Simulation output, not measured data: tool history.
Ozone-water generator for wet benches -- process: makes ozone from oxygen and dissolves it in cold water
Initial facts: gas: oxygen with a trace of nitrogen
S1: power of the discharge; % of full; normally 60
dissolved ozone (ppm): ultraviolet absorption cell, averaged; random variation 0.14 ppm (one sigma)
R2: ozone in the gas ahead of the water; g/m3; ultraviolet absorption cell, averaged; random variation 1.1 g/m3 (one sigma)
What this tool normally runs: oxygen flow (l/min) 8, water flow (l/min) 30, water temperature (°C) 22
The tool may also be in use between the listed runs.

Run 1, hour 0: usual settings. Result: dissolved ozone (ppm) 15, R2 188.5 g/m3.
Run 2, hour 18.7: usual settings. Result: dissolved ozone (ppm) 14.9, R2 186.6 g/m3.
Run 3, hour 52.3: usual settings. Result: dissolved ozone (ppm) 15, R2 187.2 g/m3.
Run 4, hour 95.5: usual settings. Result: dissolved ozone (ppm) 15.3, R2 186.6 g/m3.
Run 5, hour 121.1: usual settings. Result: dissolved ozone (ppm) 15.3, R2 187.8 g/m3.
Run 6, hour 163.7: usual settings but water flow (l/min) 29. Result: dissolved ozone (ppm) 15.4, R2 185.7 g/m3.
Run 7, hour 203.4: usual settings but water flow (l/min) 29. Result: dissolved ozone (ppm) 15.6, R2 187.2 g/m3.
Run 8, hour 242.2: usual settings but S1 84 % of full. Result: dissolved ozone (ppm) 19.7, R2 246.9 g/m3.
Run 9, hour 283.4: usual settings but S1 84 % of full. Result: dissolved ozone (ppm) 19.9, R2 244.3 g/m3.
Run 10, hour 305.5: usual settings. Result: dissolved ozone (ppm) 15.2, R2 187.3 g/m3.
Run 11, hour 340.5: usual settings but water flow (l/min) 22. Result: dissolved ozone (ppm) 18.8, R2 189.4 g/m3.
Run 12, hour 373.9: usual settings but water flow (l/min) 22. Result: dissolved ozone (ppm) 18.9, R2 188.9 g/m3.
Run 13, hour 408.6: usual settings but water flow (l/min) 22. Result: dissolved ozone (ppm) 18.6, R2 188.9 g/m3.
Run 14, hour 444.7: usual settings but water flow (l/min) 22. Result: dissolved ozone (ppm) 19.1, R2 189.1 g/m3.
Run 15, hour 476.1: usual settings but water flow (l/min) 22. Result: dissolved ozone (ppm) 19.1, R2 190.2 g/m3.
Run 16, hour 504.8: usual settings but water flow (l/min) 22. Result: dissolved ozone (ppm) 18.8, R2 190 g/m3.
Run 17, hour 525.1: usual settings but S1 40 % of full, water flow (l/min) 22, water temperature (°C) 28. Result: dissolved ozone (ppm) 12.1, R2 137.2 g/m3.
Run 18, hour 569.4: usual settings but S1 40 % of full, water flow (l/min) 19, water temperature (°C) 30. Result: dissolved ozone (ppm) 12.8, R2 140.2 g/m3.
Run 19, hour 592.4: usual settings but S1 94 % of full, water flow (l/min) 19, water temperature (°C) 30. Result: dissolved ozone (ppm) 25.2, R2 271.4 g/m3.
Run 20, hour 611.2: usual settings but oxygen flow (l/min) 10.46, water flow (l/min) 28, water temperature (°C) 26. Result: dissolved ozone (ppm) 14.5, R2 166.7 g/m3.
Run 21, hour 630.9: usual settings but oxygen flow (l/min) 9.56, water flow (l/min) 28, water temperature (°C) 16. Result: dissolved ozone (ppm) 17.5, R2 175.3 g/m3.
Run 22, hour 650.6: usual settings but S1 93 % of full, oxygen flow (l/min) 4.78, water flow (l/min) 25, water temperature (°C) 14. Result: dissolved ozone (ppm) 26.6, R2 352.1 g/m3.
Run 23, hour 676.6: usual settings but S1 47 % of full, oxygen flow (l/min) 4.78, water flow (l/min) 25. Result: dissolved ozone (ppm) 14.2, R2 205.4 g/m3.
Run 24, hour 712: usual settings but S1 47 % of full, oxygen flow (l/min) 4.78, water flow (l/min) 25. Result: dissolved ozone (ppm) 14.1, R2 202.5 g/m3.
Run 25, hour 740.1: usual settings but S1 47 % of full, oxygen flow (l/min) 4.78, water flow (l/min) 25. Result: dissolved ozone (ppm) 14.2, R2 206.7 g/m3.
Run 26, hour 780.7: usual settings but water flow (l/min) 31, water temperature (°C) 20. Result: dissolved ozone (ppm) 15.1, R2 190.9 g/m3.
Run 27, hour 810.5: usual settings but S1 57 % of full, oxygen flow (l/min) 11.12, water flow (l/min) 26, water temperature (°C) 20. Result: dissolved ozone (ppm) 16.3, R2 154.5 g/m3.
Run 28, hour 837.2: usual settings but S1 57 % of full, oxygen flow (l/min) 11.12, water flow (l/min) 26, water temperature (°C) 20. Result: dissolved ozone (ppm) 16.3, R2 155.2 g/m3.
Run 29, hour 871.5: usual settings but S1 57 % of full, oxygen flow (l/min) 11.12, water flow (l/min) 26, water temperature (°C) 20. Result: dissolved ozone (ppm) 16.2, R2 154.3 g/m3.
Run 30, hour 905.4: usual settings but water flow (l/min) 41. Result: dissolved ozone (ppm) 11.8, R2 192.5 g/m3.
Run 31, hour 939.4: usual settings but water flow (l/min) 41. Result: dissolved ozone (ppm) 11.7, R2 192.5 g/m3.
Run 32, hour 960.1: usual settings but water flow (l/min) 41. Result: dissolved ozone (ppm) 11.7, R2 191.4 g/m3.

Removed from this log: 1 entry logged between the listed runs. Between which two listed runs does each belong, and how does the tool's hidden state at the listed run before it compare with that at the listed run after it?
Logged between run 11 and run 12: water thermometer calibrated (hour 352.5)
  contactor's efficiency, % of a clean one's: 100 -> 99.9; true water temperature over the reading, C: 0.01 -> 0; drift of the gauge itself on gas_g_m3, %: 0.79 -> 0.87
  the result without the hidden state subtracted from the measured one, R2: +1.4 -> +1.5 g/m3

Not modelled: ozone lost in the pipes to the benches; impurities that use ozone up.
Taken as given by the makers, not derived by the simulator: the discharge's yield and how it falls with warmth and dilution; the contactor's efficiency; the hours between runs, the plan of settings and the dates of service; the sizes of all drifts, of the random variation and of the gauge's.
